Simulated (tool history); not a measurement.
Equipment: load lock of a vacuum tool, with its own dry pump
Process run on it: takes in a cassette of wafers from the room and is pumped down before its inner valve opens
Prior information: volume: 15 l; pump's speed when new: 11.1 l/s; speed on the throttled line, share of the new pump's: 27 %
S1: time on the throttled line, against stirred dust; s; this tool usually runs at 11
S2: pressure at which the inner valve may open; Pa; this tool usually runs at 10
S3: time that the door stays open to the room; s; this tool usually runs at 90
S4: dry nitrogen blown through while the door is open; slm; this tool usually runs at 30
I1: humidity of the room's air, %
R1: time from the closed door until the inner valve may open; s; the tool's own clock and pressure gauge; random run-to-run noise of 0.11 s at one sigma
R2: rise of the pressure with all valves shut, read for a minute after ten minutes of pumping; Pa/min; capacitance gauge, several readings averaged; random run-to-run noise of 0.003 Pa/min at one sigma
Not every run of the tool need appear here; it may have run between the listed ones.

| run | hour | S1 | S2 | S3 | S4 | I1 | R1 | R2 |
|---|---|---|---|---|---|---|---|---|
| 1 | 0.0 | 11 | 10 | 90 | 30 | 46.8 | 20.6 | 0.106 |
| 2 | 110.1 | 11 | 10 | 90 | 30 | 45.8 | 20.6 | 0.108 |
| 3 | 307.3 | 11 | 15 | 90 | 30 | 46.5 | 20.0 | 0.113 |
| 4 | 451.5 | 11 | 15 | 90 | 30 | 46.2 | 20.1 | 0.113 |
| 5 | 675.0 | 11 | 15 | 90 | 30 | 46.7 | 19.9 | 0.115 |
| 6 | 822.6 | 11 | 15 | 90 | 30 | 44.8 | 20.0 | 0.114 |
| 7 | 1021.5 | 11 | 10 | 90 | 5 | 43.8 | 20.6 | 0.160 |
| 8 | 1227.7 | 11 | 10 | 90 | 5 | 45.7 | 20.6 | 0.167 |
| 9 | 1376.5 | 11 | 10 | 90 | 5 | 47.1 | 20.6 | 0.166 |
| 10 | 1599.2 | 11 | 14 | 90 | 30 | 43.5 | 20.4 | 0.123 |
| 11 | 1810.8 | 11 | 10 | 90 | 30 | 47.3 | 20.8 | 0.131 |
| 12 | 2030.8 | 11 | 10 | 90 | 30 | 44.9 | 20.8 | 0.126 |
| 13 | 2223.7 | 11 | 10 | 90 | 30 | 44.4 | 20.7 | 0.131 |
| 14 | 2378.2 | 11 | 10 | 90 | 30 | 48.3 | 20.6 | 0.137 |
| 15 | 2545.5 | 11 | 15 | 236 | 11 | 41.8 | 20.1 | 0.173 |
| 16 | 2666.1 | 6 | 15 | 111 | 11 | 43.4 | 16.7 | 0.164 |
| 17 | 2866.3 | 22 | 13 | 203 | 35 | 45.4 | 28.4 | 0.141 |
| 18 | 3111.7 | 11 | 20 | 27 | 30 | 46.1 | 19.8 | 0.129 |
| 19 | 3229.9 | 7 | 16 | 46 | 11 | 43.2 | 17.3 | 0.152 |
| 20 | 3426.0 | 18 | 8 | 75 | 5 | 43.9 | 26.2 | 0.187 |
| 21 | 3533.9 | 9 | 8 | 75 | 9 | 46.7 | 20.0 | 0.173 |
| 22 | 3769.3 | 11 | 10 | 31 | 42 | 45.6 | 21.0 | 0.129 |
| 23 | 3878.3 | 14 | 17 | 31 | 9 | 45.9 | 22.4 | 0.153 |

Predict each of these 4 candidate next runs independently; none follows another, all start after run 23:
| A | 3988.9 | 14 | 10 | 31 | 9 | 43.4 | ? | ? |
| B | 3988.9 | 8 | 19 | 90 | 11 | 45.3 | ? | ? |
| C | 3988.9 | 20 | 9 | 90 | 13 | 43.5 | ? | ? |
| D | 3988.9 | 19 | 10 | 90 | 9 | 44.6 | ? | ? |

| run | R1 | R2 |
|---|---|---|
| A | 23.1 | 0.158 |
| B | 17.7 | 0.174 |
| C | 27.6 | 0.173 |
| D | 26.8 | 0.175 |
Without the tool's hidden state the same runs would have given:
| run | R1 | R2 |
|---|---|---|
| A | 22.7 | 0.050 |
| B | 17.3 | 0.066 |
| C | 27.2 | 0.065 |
| D | 26.4 | 0.070 |
